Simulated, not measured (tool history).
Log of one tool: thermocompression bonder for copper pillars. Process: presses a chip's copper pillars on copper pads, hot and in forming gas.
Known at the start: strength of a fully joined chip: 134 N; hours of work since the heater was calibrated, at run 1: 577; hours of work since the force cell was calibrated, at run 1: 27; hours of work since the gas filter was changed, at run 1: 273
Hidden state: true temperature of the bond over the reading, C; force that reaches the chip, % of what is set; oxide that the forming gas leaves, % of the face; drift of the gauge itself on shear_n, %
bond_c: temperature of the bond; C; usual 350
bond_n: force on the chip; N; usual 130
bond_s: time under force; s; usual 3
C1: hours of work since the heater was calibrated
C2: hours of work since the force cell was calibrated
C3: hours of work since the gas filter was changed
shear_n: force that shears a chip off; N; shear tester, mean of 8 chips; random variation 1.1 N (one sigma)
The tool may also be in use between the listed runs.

Run 1, day 0.000: usual settings; C1 577; C2 27; C3 273. Result: shear_n 87.1 N.
Run 2, day 0.233: usual settings; C1 580; C2 31; C3 277. Result: shear_n 87.1 N.
Run 3, day 0.458: usual settings; C1 584; C2 34; C3 281. Result: shear_n 88.6 N.
Run 4, day 0.879: usual settings but bond_s 5 s; C1 591; C2 41; C3 287. Result: shear_n 97.2 N.
Run 5, day 1.117: usual settings but bond_c 344 C; C1 595; C2 45; C3 291. Result: shear_n 83.1 N.
Run 6, day 1.442: usual settings but bond_c 369 C; C1 600; C2 50; C3 296. Result: shear_n 97.0 N.
Run 7, day 1.800: usual settings but bond_c 368 C; C1 606; C2 56; C3 302. Result: shear_n 94.2 N.
Run 8, day 1.992: usual settings; C1 609; C2 59; C3 305. Result: shear_n 86.1 N.
Run 9, day 2.229: usual settings; C1 613; C2 63; C3 309. Result: shear_n 87.6 N.
Run 10, day 2.554: usual settings; C1 618; C2 68; C3 314. Result: shear_n 85.5 N.
Run 11, day 2.812: usual settings; C1 622; C2 72; C3 319. Result: shear_n 86.3 N.
Run 12, day 3.192: usual settings; C1 628; C2 78; C3 325. Result: shear_n 85.8 N.
Run 13, day 3.600: usual settings but bond_s 7 s; C1 635; C2 85; C3 331. Result: shear_n 101.1 N.
Run 14, day 3.804: usual settings but bond_s 7 s; C1 638; C2 88; C3 335. Result: shear_n 102.1 N.
Run 15, day 4.200: usual settings but bond_s 7 s; C1 644; C2 95; C3 341. Result: shear_n 100.5 N.
Run 16, day 4.379: usual settings but bond_s 7 s; C1 647; C2 98; C3 344. Result: shear_n 102.3 N.
Run 17, day 4.779: usual settings but bond_s 7 s; C1 654; C2 104; C3 350. Result: shear_n 104.0 N.
Run 18, day 5.096: usual settings but bond_s 7 s; C1 659; C2 109; C3 355. Result: shear_n 101.8 N.
At day 5.229: forming gas filter changed.
Run 19, day 5.458: usual settings but bond_s 7 s; C1 664; C2 115; C3 4. Result: shear_n 112.7 N.
Run 20, day 5.638: usual settings but bond_c 323 C; C1 667; C2 118; C3 7. Result: shear_n 76.6 N.
Run 21, day 5.954: usual settings but bond_c 323 C; C1 672; C2 123; C3 12. Result: shear_n 76.8 N.
Run 22, day 6.146: usual settings but bond_c 323 C; C1 675; C2 126; C3 15. Result: shear_n 74.3 N.
Run 23, day 6.525: usual settings but bond_c 348 C; C1 681; C2 132; C3 21. Result: shear_n 92.1 N.
Run 24, day 6.746: usual settings but bond_c 348 C, bond_n 98 N; C1 685; C2 135; C3 24. Result: shear_n 81.0 N.
Run 25, day 7.062: usual settings but bond_c 348 C, bond_n 98 N; C1 690; C2 141; C3 30. Result: shear_n 83.2 N.
Run 26, day 7.450: usual settings but bond_c 348 C, bond_n 98 N; C1 696; C2 147; C3 36. Result: shear_n 81.7 N.
Run 27, day 7.867: usual settings but bond_c 374 C, bond_n 91 N, bond_s 7 s; C1 703; C2 153; C3 42. Result: shear_n 111.8 N.
At day 7.946: force cell calibrated.
Run 28, day 8.096: usual settings but bond_c 374 C, bond_s 7 s; C1 706; C2 2; C3 45. Result: shear_n 122.0 N.
Run 29, day 8.325: usual settings but bond_c 357 C, bond_s 5 s; C1 709; C2 6; C3 49. Result: shear_n 107.0 N.
Run 30, day 8.621: usual settings but bond_s 2 s; C1 714; C2 11; C3 54. Result: shear_n 82.9 N.
Run 31, day 8.879: usual settings but bond_c 377 C, bond_n 146 N; C1 718; C2 15; C3 58. Result: shear_n 111.9 N.
Run 32, day 9.079: usual settings but bond_s 6 s; C1 722; C2 18; C3 61. Result: shear_n 110.3 N.
Run 33, day 9.354: usual settings but bond_c 336 C, bond_n 190 N, bond_s 6 s; C1 726; C2 23; C3 65. Result: shear_n 110.6 N.
At day 9.804: force cell calibrated, once more.
Run 34, day 9.821: usual settings but bond_c 336 C, bond_n 121 N, bond_s 6 s; C1 733; C2 0; C3 72. Result: shear_n 97.2 N.
Run 35, day 10.083: usual settings but bond_c 336 C, bond_n 121 N, bond_s 6 s; C1 737; C2 5; C3 76. Result: shear_n 97.5 N.
Run 36, day 10.333: usual settings but bond_c 336 C, bond_n 121 N, bond_s 6 s; C1 741; C2 9; C3 80. Result: shear_n 97.7 N.
Run 37, day 10.571: usual settings but bond_c 369 C; C1 745; C2 12; C3 84. Result: shear_n 103.1 N.
At day 10.846: heater calibrated with a thermocouple chip.
Run 38, day 10.967: usual settings but bond_c 369 C, bond_n 94 N, bond_s 4 s; C1 2; C2 17; C3 89. Result: shear_n 95.3 N.
Run 39, day 11.262: usual settings but bond_c 326 C, bond_n 97 N; C1 7; C2 22; C3 94. Result: shear_n 62.0 N.
Run 40, day 11.462: usual settings but bond_c 369 C, bond_n 101 N, bond_s 5 s; C1 10; C2 25; C3 97. Result: shear_n 103.8 N.
Run 41, day 11.808: usual settings but bond_c 354 C, bond_n 127 N, bond_s 2 s; C1 15; C2 31; C3 103. Result: shear_n 81.6 N.

The same runs without the tool's hidden state, with the same run-to-run variation:
run  shear_n
  1     92.1
  2     92.2
  3     93.8
  4    103.7
  5     88.1
  6    103.9
  7    101.0
  8     91.9
  9     93.6
 10     91.5
 11     92.5
 12     92.1
 13    109.8
 14    110.9
 15    109.4
 16    111.5
 17    113.5
 18    111.3
 19    110.8
 20     74.0
 21     74.2
 22     71.8
 23     90.1
 24     78.9
 25     81.2
 26     79.9
 27    111.5
 28    122.5
 29    106.6
 30     81.7
 31    112.1
 32    110.1
 33    110.8
 34     96.5
 35     96.9
 36     97.2
 37    103.4
 38     98.3
 39     64.2
 40    107.4
 41     84.6
